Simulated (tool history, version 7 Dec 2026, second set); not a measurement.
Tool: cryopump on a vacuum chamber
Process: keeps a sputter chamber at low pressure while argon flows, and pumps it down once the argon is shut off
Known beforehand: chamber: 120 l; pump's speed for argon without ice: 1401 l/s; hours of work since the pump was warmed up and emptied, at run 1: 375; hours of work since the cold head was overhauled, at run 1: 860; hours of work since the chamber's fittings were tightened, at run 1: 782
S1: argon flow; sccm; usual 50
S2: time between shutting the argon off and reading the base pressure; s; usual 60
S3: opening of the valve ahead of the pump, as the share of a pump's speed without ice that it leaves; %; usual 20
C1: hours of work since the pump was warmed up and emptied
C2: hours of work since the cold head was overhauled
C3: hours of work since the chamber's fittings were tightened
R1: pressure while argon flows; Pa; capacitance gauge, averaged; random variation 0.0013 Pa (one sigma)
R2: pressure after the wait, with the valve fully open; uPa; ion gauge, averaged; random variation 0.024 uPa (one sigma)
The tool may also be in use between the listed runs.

{"run": 1, "hour": 0.0, "S1": 50, "S2": 60, "S3": 20, "C1": 375, "C2": 860, "C3": 782, "R1": 0.3231, "R2": 1.12}
{"run": 2, "hour": 48.0, "S1": 50, "S2": 60, "S3": 20, "C1": 413, "C2": 898, "C3": 820, "R1": 0.3265, "R2": 1.12}
{"hour": 80.1, "done": "pump warmed up, emptied and cooled again"}
{"run": 3, "hour": 80.5, "S1": 50, "S2": 60, "S3": 17, "C1": 0, "C2": 919, "C3": 842, "R1": 0.3546, "R2": 1.01}
{"run": 4, "hour": 126.9, "S1": 50, "S2": 60, "S3": 17, "C1": 37, "C2": 956, "C3": 879, "R1": 0.3571, "R2": 1.03}
{"run": 5, "hour": 169.2, "S1": 55, "S2": 60, "S3": 20, "C1": 71, "C2": 990, "C3": 912, "R1": 0.3365, "R2": 1.04}
{"run": 6, "hour": 204.4, "S1": 55, "S2": 60, "S3": 20, "C1": 98, "C2": 1017, "C3": 940, "R1": 0.3372, "R2": 1.05}
{"run": 7, "hour": 243.0, "S1": 55, "S2": 60, "S3": 20, "C1": 129, "C2": 1048, "C3": 971, "R1": 0.3421, "R2": 1.08}
{"run": 8, "hour": 278.2, "S1": 84, "S2": 60, "S3": 20, "C1": 157, "C2": 1076, "C3": 998, "R1": 0.5206, "R2": 1.1}
{"run": 9, "hour": 319.9, "S1": 50, "S2": 28, "S3": 20, "C1": 190, "C2": 1109, "C3": 1031, "R1": 0.314, "R2": 1.82}
{"run": 10, "hour": 367.2, "S1": 50, "S2": 60, "S3": 44, "C1": 227, "C2": 1146, "C3": 1069, "R1": 0.1517, "R2": 1.14}
{"run": 11, "hour": 393.9, "S1": 50, "S2": 60, "S3": 44, "C1": 248, "C2": 1167, "C3": 1090, "R1": 0.1527, "R2": 1.17}
{"run": 12, "hour": 416.1, "S1": 50, "S2": 60, "S3": 44, "C1": 266, "C2": 1185, "C3": 1108, "R1": 0.1542, "R2": 1.18}
{"run": 13, "hour": 465.3, "S1": 50, "S2": 60, "S3": 44, "C1": 305, "C2": 1224, "C3": 1147, "R1": 0.1568, "R2": 1.24}
{"hour": 503.5, "done": "leaking fittings of the chamber tightened, without venting"}
{"run": 14, "hour": 507.5, "S1": 50, "S2": 60, "S3": 20, "C1": 337, "C2": 1256, "C3": 3, "R1": 0.3239, "R2": 0.97}
{"run": 15, "hour": 530.1, "S1": 50, "S2": 60, "S3": 20, "C1": 354, "C2": 1273, "C3": 21, "R1": 0.3238, "R2": 0.93}
{"run": 16, "hour": 566.3, "S1": 50, "S2": 108, "S3": 20, "C1": 383, "C2": 1302, "C3": 50, "R1": 0.3247, "R2": 0.72}
{"run": 17, "hour": 593.9, "S1": 92, "S2": 60, "S3": 20, "C1": 405, "C2": 1324, "C3": 71, "R1": 0.6049, "R2": 0.94}
{"hour": 633.9, "done": "pump warmed up, emptied and cooled again"}
{"run": 18, "hour": 633.9, "S1": 40, "S2": 50, "S3": 17, "C1": 0, "C2": 1352, "C3": 99, "R1": 0.2845, "R2": 0.92}
{"run": 19, "hour": 657.7, "S1": 77, "S2": 81, "S3": 17, "C1": 19, "C2": 1370, "C3": 118, "R1": 0.5489, "R2": 0.68}

Expected results for the next run?
{"run": 20, "hour": 704.9, "S1": 77, "S2": 81, "S3": 17, "C1": 56, "C2": 1408, "C3": 155, "R1": "?", "R2": "?"}

R1: 0.5546 Pa
R2: 0.75 uPa
Were there no unlogged condition in the tool, this run, its random variation unchanged, would have produced R1 0.5494 Pa, R2 0.70 uPa.
